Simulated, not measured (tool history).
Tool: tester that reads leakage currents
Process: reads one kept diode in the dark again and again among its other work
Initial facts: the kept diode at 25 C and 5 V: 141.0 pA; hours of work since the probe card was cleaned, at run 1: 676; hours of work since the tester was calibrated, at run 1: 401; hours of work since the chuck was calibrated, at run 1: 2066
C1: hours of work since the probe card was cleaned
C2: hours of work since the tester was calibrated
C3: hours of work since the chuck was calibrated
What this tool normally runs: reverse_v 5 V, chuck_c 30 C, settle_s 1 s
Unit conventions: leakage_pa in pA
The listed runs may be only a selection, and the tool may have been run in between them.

run 1 hour=0 | reverse_v=5 chuck_c=30 settle_s=1 | C1=676 C2=401 C3=2066 | leakage_pa=212.56
run 2 hour=46.9 | reverse_v=5 chuck_c=30 settle_s=1 | C1=704 C2=429 C3=2095 | leakage_pa=214.19
run 3 hour=123.3 | reverse_v=5 chuck_c=30 settle_s=1 | C1=750 C2=475 C3=2141 | leakage_pa=214.17
run 4 hour=173.3 | reverse_v=5 chuck_c=47 settle_s=1 | C1=780 C2=505 C3=2171 | leakage_pa=789.47
run 5 hour=225.9 | reverse_v=5 chuck_c=47 settle_s=1 | C1=811 C2=537 C3=2202 | leakage_pa=788.93
run 6 hour=305.5 | reverse_v=2.38 chuck_c=47 settle_s=1 | C1=859 C2=585 C3=2250 | leakage_pa=623.8
run 7 hour=356.4 | reverse_v=5 chuck_c=30 settle_s=0.67 | C1=890 C2=615 C3=2281 | leakage_pa=213.31
-- hour=398.4 chuck's temperature calibrated
run 8 hour=452 | reverse_v=5 chuck_c=30 settle_s=1 | C1=946 C2=672 C3=32 | leakage_pa=212.67
run 9 hour=526.1 | reverse_v=5 chuck_c=30 settle_s=1 | C1=991 C2=716 C3=77 | leakage_pa=213.78
run 10 hour=603.1 | reverse_v=5 chuck_c=30 settle_s=1 | C1=1037 C2=762 C3=123 | leakage_pa=214.22
run 11 hour=678.9 | reverse_v=3.58 chuck_c=30 settle_s=1 | C1=1083 C2=808 C3=169 | leakage_pa=192.68
run 12 hour=752.1 | reverse_v=13.43 chuck_c=30 settle_s=1 | C1=1127 C2=852 C3=213 | leakage_pa=293.32
run 13 hour=832 | reverse_v=5 chuck_c=30 settle_s=1 | C1=1175 C2=900 C3=261 | leakage_pa=213.57
run 14 hour=923.5 | reverse_v=1.78 chuck_c=30 settle_s=1 | C1=1230 C2=955 C3=316 | leakage_pa=153.89
run 15 hour=982.8 | reverse_v=1.78 chuck_c=30 settle_s=1 | C1=1265 C2=991 C3=351 | leakage_pa=154.23
run 16 hour=1040.9 | reverse_v=1.78 chuck_c=30 settle_s=1 | C1=1300 C2=1026 C3=386 | leakage_pa=153.4
run 17 hour=1142.1 | reverse_v=1.78 chuck_c=30 settle_s=1 | C1=1361 C2=1087 C3=447 | leakage_pa=154.68
run 18 hour=1192.8 | reverse_v=2.31 chuck_c=35 settle_s=0.74 | C1=1392 C2=1117 C3=478 | leakage_pa=249.42
run 19 hour=1250.2 | reverse_v=2.31 chuck_c=35 settle_s=0.74 | C1=1426 C2=1152 C3=512 | leakage_pa=248.31
run 20 hour=1307.6 | reverse_v=5 chuck_c=30 settle_s=2.52 | C1=1461 C2=1186 C3=547 | leakage_pa=212.97
run 21 hour=1367.1 | reverse_v=1.06 chuck_c=22 settle_s=3.92 | C1=1497 C2=1222 C3=582 | leakage_pa=66.51
run 22 hour=1454 | reverse_v=2.1 chuck_c=30 settle_s=9.08 | C1=1549 C2=1274 C3=635 | leakage_pa=161.89
run 23 hour=1507.3 | reverse_v=5.73 chuck_c=33 settle_s=1 | C1=1581 C2=1306 C3=667 | leakage_pa=284.57
run 24 hour=1564 | reverse_v=5 chuck_c=38 settle_s=0.7 | C1=1615 C2=1340 C3=701 | leakage_pa=402.65
run 25 hour=1628.5 | reverse_v=5 chuck_c=38 settle_s=0.7 | C1=1654 C2=1379 C3=740 | leakage_pa=403.95
run 26 hour=1695.9 | reverse_v=6.17 chuck_c=39 settle_s=0.34 | C1=1694 C2=1420 C3=780 | leakage_pa=468.16
run 27 hour=1774.8 | reverse_v=1.88 chuck_c=51 settle_s=0.32 | C1=1742 C2=1467 C3=828 | leakage_pa=770.58
run 28 hour=1847.7 | reverse_v=8.58 chuck_c=51 settle_s=0.98 | C1=1786 C2=1511 C3=871 | leakage_pa=1246.64
run 29 hour=1912.8 | reverse_v=8.58 chuck_c=51 settle_s=0.98 | C1=1825 C2=1550 C3=911 | leakage_pa=1248.28

Here are 4 independent what-if runs from the current tool condition. What would each one return?
run A hour=2018.1 | reverse_v=8.58 chuck_c=51 settle_s=0.83 | C1=1888 C2=1613 C3=974 | leakage_pa=?
run B hour=2018.1 | reverse_v=5 chuck_c=42 settle_s=1 | C1=1888 C2=1613 C3=974 | leakage_pa=?
run C hour=2018.1 | reverse_v=5.12 chuck_c=30 settle_s=1 | C1=1888 C2=1613 C3=974 | leakage_pa=?
run D hour=2018.1 | reverse_v=5.58 chuck_c=30 settle_s=1 | C1=1888 C2=1613 C3=974 | leakage_pa=?

run=A leakage_pa=1248.37
run=B leakage_pa=544.68
run=C leakage_pa=215.04
run=D leakage_pa=221.8
What these runs would have given with no unlogged condition in the tool:
run=A leakage_pa=1248.98
run=B leakage_pa=544.96
run=C leakage_pa=215.15
run=D leakage_pa=221.91
